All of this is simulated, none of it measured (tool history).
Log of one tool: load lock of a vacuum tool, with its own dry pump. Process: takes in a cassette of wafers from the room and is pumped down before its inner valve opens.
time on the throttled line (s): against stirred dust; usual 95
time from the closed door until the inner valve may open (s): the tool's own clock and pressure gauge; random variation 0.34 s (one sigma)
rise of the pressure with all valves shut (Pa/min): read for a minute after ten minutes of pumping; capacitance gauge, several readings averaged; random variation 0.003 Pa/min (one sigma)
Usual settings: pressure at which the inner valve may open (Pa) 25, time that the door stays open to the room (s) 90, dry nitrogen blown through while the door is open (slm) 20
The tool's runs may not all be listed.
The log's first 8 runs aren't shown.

run,hour,time on the throttled line (s),pressure at which the inner valve may open (Pa),time that the door stays open to the room (s),dry nitrogen blown through while the door is open (slm),"incoming humidity of the room's air, %",time from the closed door until the inner valve may open (s),rise of the pressure with all valves shut (Pa/min)
9,2029.7,95,25,90,20,43.4,140.6,0.074
10,2384.0,95,33,90,20,46.3,139.4,0.083
11,2668.8,95,33,90,15,44.6,139.0,0.090
12,2895.8,95,33,90,15,46.7,138.9,0.100
13,3168.0,95,33,90,15,45.5,138.9,0.112
14,3502.2,95,33,90,15,41.5,139.2,0.116
15,3707.1,49,25,90,20,46.2,102.9,0.127
16,4062.4,49,25,90,20,45.3,102.8,0.138
17,4365.2,49,25,90,20,47.4,103.0,0.160
18,4519.3,49,25,90,20,40.6,103.2,0.154
# hour 4811.6: door's seal changed, seat wiped
19,4872.2,95,31,90,29,47.0,140.4,0.043
20,5080.3,95,31,191,29,44.5,140.4,0.054
21,5296.5,95,31,191,29,46.3,140.4,0.059

Run 22 comes next. What will it give?
22,5661.5,95,31,191,29,41.5,?,?

{"run 22": {"time from the closed door until the inner valve may open (s)": 140.9, "rise of the pressure with all valves shut (Pa/min)": 0.051}}
Without the tool's hidden state the same run would have given time from the closed door until the inner valve may open (s) 137.9, rise of the pressure with all valves shut (Pa/min) 0.041.

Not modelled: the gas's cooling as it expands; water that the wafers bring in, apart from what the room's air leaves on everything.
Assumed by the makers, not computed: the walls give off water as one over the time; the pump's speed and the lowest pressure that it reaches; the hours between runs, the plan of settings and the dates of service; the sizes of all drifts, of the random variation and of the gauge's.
